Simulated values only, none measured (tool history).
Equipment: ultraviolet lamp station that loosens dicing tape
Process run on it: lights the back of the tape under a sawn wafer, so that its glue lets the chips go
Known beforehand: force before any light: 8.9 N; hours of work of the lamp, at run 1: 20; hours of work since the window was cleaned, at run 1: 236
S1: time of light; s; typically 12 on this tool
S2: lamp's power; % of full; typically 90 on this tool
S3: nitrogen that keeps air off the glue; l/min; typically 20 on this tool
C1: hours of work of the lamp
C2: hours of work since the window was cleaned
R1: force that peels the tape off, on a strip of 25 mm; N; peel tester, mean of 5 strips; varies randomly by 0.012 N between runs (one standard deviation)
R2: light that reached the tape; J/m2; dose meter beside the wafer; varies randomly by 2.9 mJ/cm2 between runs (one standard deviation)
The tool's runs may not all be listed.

run  hour  S1  S2  S3  C1   C2     R1    R2
  1     0  12  90  20  20  236  0.734  3750
  2  14.8  15  90  20  26  242  0.441  4540
  3    22  15  90  20  29  245  0.465  4620
  4  31.1  15  90  20  33  249  0.439  4610
  5  46.9  15  90  20  39  255  0.435  4520
  6  56.3  15  70  20  43  259  0.774  3570
  7  65.1  15  70  20  46  262  0.764  3520
  8  78.8  11  62  28  52  268  1.411  2270
  9  91.3  14  88  20  57  273  0.582  4130

Predict the results of run 10:
      97.2  -- window cleaned of glue's vapour
 10  107.5  14  90   6  63   4   ?   ?

{"run 10": {"R1": 1.068, "R2": 4910}}
Minus the tool's unlogged condition, the same run would have read R1 1.035 N, R2 4990 J/m2.

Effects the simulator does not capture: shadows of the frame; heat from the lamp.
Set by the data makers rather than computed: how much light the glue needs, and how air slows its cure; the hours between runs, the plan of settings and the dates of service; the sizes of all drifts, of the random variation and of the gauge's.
